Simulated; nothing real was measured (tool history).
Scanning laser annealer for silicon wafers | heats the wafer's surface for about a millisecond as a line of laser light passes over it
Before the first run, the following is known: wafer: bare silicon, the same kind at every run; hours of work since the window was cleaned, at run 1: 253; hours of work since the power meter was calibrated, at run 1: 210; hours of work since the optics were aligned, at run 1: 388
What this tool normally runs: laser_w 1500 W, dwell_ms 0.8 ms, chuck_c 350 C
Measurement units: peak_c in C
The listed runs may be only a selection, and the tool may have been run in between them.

run   hour  laser_w  dwell_ms  chuck_c  hours of work since the window was cleaned  hours of work since the power meter was calibrated  hours of work since the optics were aligned  peak_c
  1      0     1500       0.8      350                                         253                                                 210                                          388    1123
  2     30     1500       0.8      350                                         268                                                 225                                          403    1120
  3   63.4     1500       0.8      350                                         286                                                 242                                          420    1118
  4   98.4     1500       0.8      350                                         303                                                 260                                          438    1116
  5  130.5     1500       0.8      350                                         320                                                 277                                          455    1117
  6  150.5     1500       0.8      350                                         330                                                 287                                          465    1115
  7  182.1     1500       0.8      350                                         346                                                 303                                          481    1115
  8  204.5     1500       0.8      350                                         358                                                 315                                          493    1112
  9  223.7     1500       0.8      350                                         368                                                 324                                          503    1111
 10  261.6     1500       0.8      350                                         387                                                 344                                          522    1108
 11  292.3     1500     0.622      343                                         403                                                 360                                          538    1022
 12  310.3     1500       0.8      327                                         412                                                 369                                          547    1087
 13  341.8     1500     0.886      329                                         428                                                 385                                          563    1124
 14  362.9     1441     0.886      329                                         439                                                 396                                          574    1082
 15  381.6     1441     0.715      345                                         449                                                 405                                          584    1027
 16  410.6     1500     0.999      388                                         464                                                 420                                          599    1223
 17  443.2     1500     0.846      360                                         480                                                 437                                          615    1129
 18  468.5     1500     0.846      360                                         493                                                 450                                          628    1134
 19  491.5     1500     0.846      365                                         505                                                 462                                          640    1138
 20  514.3     1500     0.846      365                                         517                                                 473                                          652    1133

What if the next run were any one of these 4? Each begins from the tool's condition after run 20:
  A  551.7     1598     0.804      316                                         536                                                 493                                          671       ?
  B  551.7     1394     0.846      349                                         536                                                 493                                          671       ?
  C  551.7     1295     0.924      350                                         536                                                 493                                          671       ?
  D  551.7     1571     0.702      365                                         536                                                 493                                          671       ?

run  peak_c
  A    1126
  B    1049
  C    1015
  D    1112
What these runs would have given with no unlogged condition in the tool:
run  peak_c
  A    1178
  B    1094
  C    1058
  D    1160
